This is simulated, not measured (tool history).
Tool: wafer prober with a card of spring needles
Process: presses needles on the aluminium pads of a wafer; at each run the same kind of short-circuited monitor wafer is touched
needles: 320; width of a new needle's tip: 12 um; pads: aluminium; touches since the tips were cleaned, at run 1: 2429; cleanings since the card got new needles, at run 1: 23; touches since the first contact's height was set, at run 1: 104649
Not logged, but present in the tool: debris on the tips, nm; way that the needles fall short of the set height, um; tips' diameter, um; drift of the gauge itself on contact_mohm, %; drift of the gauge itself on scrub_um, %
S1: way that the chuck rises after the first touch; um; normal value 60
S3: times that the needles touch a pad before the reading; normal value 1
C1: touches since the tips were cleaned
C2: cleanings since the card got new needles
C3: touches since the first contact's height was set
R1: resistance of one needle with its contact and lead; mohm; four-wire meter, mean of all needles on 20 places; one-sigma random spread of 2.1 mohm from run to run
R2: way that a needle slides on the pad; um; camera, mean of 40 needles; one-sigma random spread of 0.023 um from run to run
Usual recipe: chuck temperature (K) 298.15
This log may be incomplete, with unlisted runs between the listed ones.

{"run": 1, "hour": 0.0, "S1": 60, "chuck temperature (K)": 298.15, "S3": 1, "C1": 2429, "C2": 23, "C3": 104649, "R1": 232, "R2": 8.61}
{"hour": 5.5, "done": "tips cleaned on abrasive film"}
{"run": 2, "hour": 7.7, "S1": 60, "chuck temperature (K)": 298.15, "S3": 1, "C1": 566, "C2": 24, "C3": 106670, "R1": 231, "R2": 8.64}
{"run": 3, "hour": 15.6, "S1": 60, "chuck temperature (K)": 298.15, "S3": 1, "C1": 2699, "C2": 24, "C3": 108803, "R1": 227, "R2": 8.61}
{"hour": 20.1, "done": "tips cleaned on abrasive film"}
{"run": 4, "hour": 24.3, "S1": 60, "chuck temperature (K)": 298.15, "S3": 1, "C1": 1116, "C2": 25, "C3": 111087, "R1": 228, "R2": 8.61}
{"run": 5, "hour": 32.1, "S1": 60, "chuck temperature (K)": 298.15, "S3": 1, "C1": 3200, "C2": 25, "C3": 113171, "R1": 227, "R2": 8.61}
{"hour": 34.6, "done": "tips cleaned on abrasive film"}
{"run": 6, "hour": 41.4, "S1": 53, "chuck temperature (K)": 298.15, "S3": 1, "C1": 1814, "C2": 26, "C3": 115633, "R1": 230, "R2": 7.6}
{"hour": 49.1, "done": "tips cleaned on abrasive film"}
{"run": 7, "hour": 53.5, "S1": 53, "chuck temperature (K)": 298.15, "S3": 1, "C1": 1188, "C2": 27, "C3": 118849, "R1": 229, "R2": 7.58}
{"run": 8, "hour": 60.9, "S1": 53, "chuck temperature (K)": 298.15, "S3": 1, "C1": 3169, "C2": 27, "C3": 120830, "R1": 233, "R2": 7.63}
{"hour": 63.9, "done": "tips cleaned on abrasive film"}
{"run": 9, "hour": 69.5, "S1": 53, "chuck temperature (K)": 298.15, "S3": 1, "C1": 1502, "C2": 28, "C3": 123095, "R1": 227, "R2": 7.58}
{"run": 10, "hour": 76.4, "S1": 60, "chuck temperature (K)": 298.15, "S3": 1, "C1": 3353, "C2": 28, "C3": 124946, "R1": 226, "R2": 8.59}
{"hour": 78.2, "done": "tips cleaned on abrasive film"}
{"run": 11, "hour": 86.2, "S1": 60, "chuck temperature (K)": 298.15, "S3": 1, "C1": 2149, "C2": 29, "C3": 127544, "R1": 231, "R2": 8.59}
{"hour": 93.0, "done": "tips cleaned on abrasive film"}
{"run": 12, "hour": 93.3, "S1": 60, "chuck temperature (K)": 298.15, "S3": 1, "C1": 106, "C2": 30, "C3": 129427, "R1": 229, "R2": 8.6}
{"run": 13, "hour": 105.5, "S1": 60, "chuck temperature (K)": 298.15, "S3": 2, "C1": 3366, "C2": 30, "C3": 132687, "R1": 231, "R2": 8.61}
{"hour": 108.2, "done": "tips cleaned on abrasive film"}
{"run": 14, "hour": 113.9, "S1": 60, "chuck temperature (K)": 298.15, "S3": 1, "C1": 1528, "C2": 31, "C3": 134891, "R1": 229, "R2": 8.56}
{"hour": 123.1, "done": "tips cleaned on abrasive film"}
{"run": 15, "hour": 123.3, "S1": 60, "chuck temperature (K)": 353.15, "S3": 2, "C1": 49, "C2": 32, "C3": 137378, "R1": 240, "R2": 8.58}
{"run": 16, "hour": 135.7, "S1": 63, "chuck temperature (K)": 386.15, "S3": 2, "C1": 3372, "C2": 32, "C3": 140701, "R1": 250, "R2": 9.02}

Run 17 is up next; what results do you expect?
{"hour": 138.0, "done": "tips cleaned on abrasive film"}
{"run": 17, "hour": 147.5, "S1": 44, "chuck temperature (K)": 386.15, "S3": 3, "C1": 2534, "C2": 33, "C3": 143829, "R1": "?", "R2": "?"}

Run 17 yielded R1 254 mohm, R2 6.35 um.
Were there no unlogged condition in the tool, this run, its random variation unchanged, would have produced R1 253 mohm, R2 6.35 um.

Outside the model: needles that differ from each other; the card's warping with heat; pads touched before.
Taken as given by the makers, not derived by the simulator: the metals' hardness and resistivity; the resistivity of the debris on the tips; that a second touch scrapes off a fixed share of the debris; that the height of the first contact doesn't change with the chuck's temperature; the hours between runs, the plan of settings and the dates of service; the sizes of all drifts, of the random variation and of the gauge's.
